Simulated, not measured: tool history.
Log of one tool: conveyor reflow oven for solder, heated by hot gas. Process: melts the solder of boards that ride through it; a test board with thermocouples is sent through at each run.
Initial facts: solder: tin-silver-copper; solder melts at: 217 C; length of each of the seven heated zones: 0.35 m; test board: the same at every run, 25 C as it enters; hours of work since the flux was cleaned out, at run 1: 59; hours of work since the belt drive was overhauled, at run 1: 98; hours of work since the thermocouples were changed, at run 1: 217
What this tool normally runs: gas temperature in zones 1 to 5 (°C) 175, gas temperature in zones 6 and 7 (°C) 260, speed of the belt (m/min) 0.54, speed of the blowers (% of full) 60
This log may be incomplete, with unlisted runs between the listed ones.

run    hour  gas temperature in zones 1 to 5 (°C)  gas temperature in zones 6 and 7 (°C)  speed of the belt (m/min)  speed of the blowers (% of full)  hours of work since the flux was cleaned out  hours of work since the belt drive was overhauled  hours of work since the thermocouples were changed  highest temperature of the board (°C)  time above the solder's melting point (s)
  1       0                                   175                                    260                       0.54                                60                                            59                                                 98                                                 217                                  248.2                                         57
  2    48.9                                   175                                    260                       0.54                                60                                            93                                                132                                                 250                                  248.4                                       57.4
  3   130.7                                   175                                    260                       0.54                                60                                           149                                                188                                                 307                                  248.5                                       56.8
      155.2  -- flux residue cleaned out of gas plates and filters
  4   172.8                                   175                                    260                       0.54                                84                                            12                                                214                                                 332                                  251.5                                       60.9
  5   236.1                                   175                                    260                       0.54                                84                                            56                                                258                                                 376                                    252                                       60.9
  6   308.6                                   175                                    260                       0.54                                73                                           106                                                308                                                 426                                  250.6                                       59.1
  7   349.6                                   178                                    260                       0.54                                73                                           134                                                336                                                 454                                  250.9                                       61.1
      390.3  -- flux residue cleaned out of gas plates and filters
  8   421.7                                   175                                    251                       0.54                                60                                            22                                                382                                                 500                                  241.5                                       51.2
  9   499.6                                   175                                    251                       0.54                                60                                            75                                                436                                                 554                                    241                                       51.2
 10   544.2                                   175                                    260                       0.54                                60                                           106                                                467                                                 585                                  248.9                                       57.7
      625.6  -- flux residue cleaned out of gas plates and filters
 11   638.1                                   175                                    260                       0.54                                60                                             9                                                528                                                 646                                  249.6                                       58.7
 12   713.6                                   175                                    272                       0.54                                60                                            61                                                580                                                 698                                  260.7                                       65.1
 13   754.6                                   175                                    260                       0.54                                62                                            89                                                608                                                 727                                  249.8                                       58.9
 14   822.3                                   175                                    253                       0.54                                60                                           136                                                655                                                 773                                  243.1                                       53.4
      862.1  -- flux residue cleaned out of gas plates and filters
 15   907.5                                   175                                    253                       0.54                                60                                            31                                                710                                                 829                                  243.6                                       53.6
 16   971.7                                   180                                    253                       0.54                                52                                            76                                                755                                                 873                                  243.1                                       54.7
 17  1047.5                                   180                                    253                      0.448                                52                                           128                                                807                                                 925                                  247.8                                       72.7
 18  1090.7                                   176                                    258                      0.544                                62                                           158                                                837                                                 955                                  248.4                                       57.3
     1102.7  -- flux residue cleaned out of gas plates and filters
 19  1171.7                                   176                                    258                      0.544                                62                                            48                                                889                                                1007                                  248.9                                       57.9
     1220.2  -- thermocouples of zones 6 and 7 changed
 20  1262.6                                   183                                    249                       0.54                                60                                           109                                                950                                                  29                                  239.4                                       53.7
     1342.6  -- flux residue cleaned out of gas plates and filters
 21  1355.2                                   166                                    260                       0.54                                60                                             9                                               1011                                                  90                                  247.8                                       54.4
 22  1426.5                                   169                                    250                      0.454                                69                                            58                                               1060                                                 139                                  243.6                                       65.4
     1496.1  -- belt drive overhauled, speed set with a stopwatch
 23  1511.3                                   182                                    267                       0.63                                57                                           114                                                 10                                                 195                                  250.8                                       51.6
 24  1557.2                                   182                                    267                      0.565                                57                                           145                                                 42                                                 226                                  254.3                                       60.8
     1584.5  -- flux residue cleaned out of gas plates and filters
 25  1599.2                                   182                                    263                      0.648                                74                                            10                                                 68                                                 252                                    250                                       50.2
 26  1653.8                                   168                                    260                       0.54                                70                                            48                                                105                                                 289                                  249.2                                       55.7
 27  1704.4                                   175                                    260                      0.492                                56                                            83                                                140                                                 324                                  250.4                                       65.4
 28  1794.1                                   175                                    260                      0.492                                56                                           145                                                202                                                 386                                  250.7                                       65.2
     1822.2  -- flux residue cleaned out of gas plates and filters
 29    1890                                   175                                    260                      0.492                                56                                            47                                                265                                                 449                                  251.2                                         66

What would each run have given without the hidden state, its run-to-run variation left as it was?
Hidden state at play: heat that the gas passes to the board, % of a clean oven's; belt's true speed, % of the reading; true gas temperature in zones 6 and 7 over the reading, C; drift of the gauge itself on peak_c, C; drift of the gauge itself on liquid_s, %.
run  highest temperature of the board (°C)  time above the solder's melting point (s)
  1                                  248.2                                       56.9
  2                                  248.4                                       57.4
  3                                  248.5                                       56.9
  4                                  251.1                                       60.5
  5                                  251.6                                       60.5
  6                                  250.3                                       58.7
  7                                  250.6                                       60.8
  8                                  240.7                                       50.1
  9                                  240.2                                       50.2
 10                                  248.1                                       56.8
 11                                  248.4                                       57.2
 12                                  259.5                                       63.9
 13                                  248.7                                       57.5
 14                                    242                                         52
 15                                  242.2                                       51.8
 16                                  241.7                                       52.9
 17                                  246.3                                       70.6
 18                                    247                                       55.7
 19                                  247.1                                       55.7
 20                                  239.4                                         53
 21                                  247.2                                       53.1
 22                                  243.2                                       63.9
 23                                  250.9                                       51.7
 24                                  254.2                                       60.8
 25                                  249.6                                       49.9
 26                                  248.7                                       55.3
 27                                  249.9                                         65
 28                                  250.2                                       64.7
 29                                  250.3                                       64.9

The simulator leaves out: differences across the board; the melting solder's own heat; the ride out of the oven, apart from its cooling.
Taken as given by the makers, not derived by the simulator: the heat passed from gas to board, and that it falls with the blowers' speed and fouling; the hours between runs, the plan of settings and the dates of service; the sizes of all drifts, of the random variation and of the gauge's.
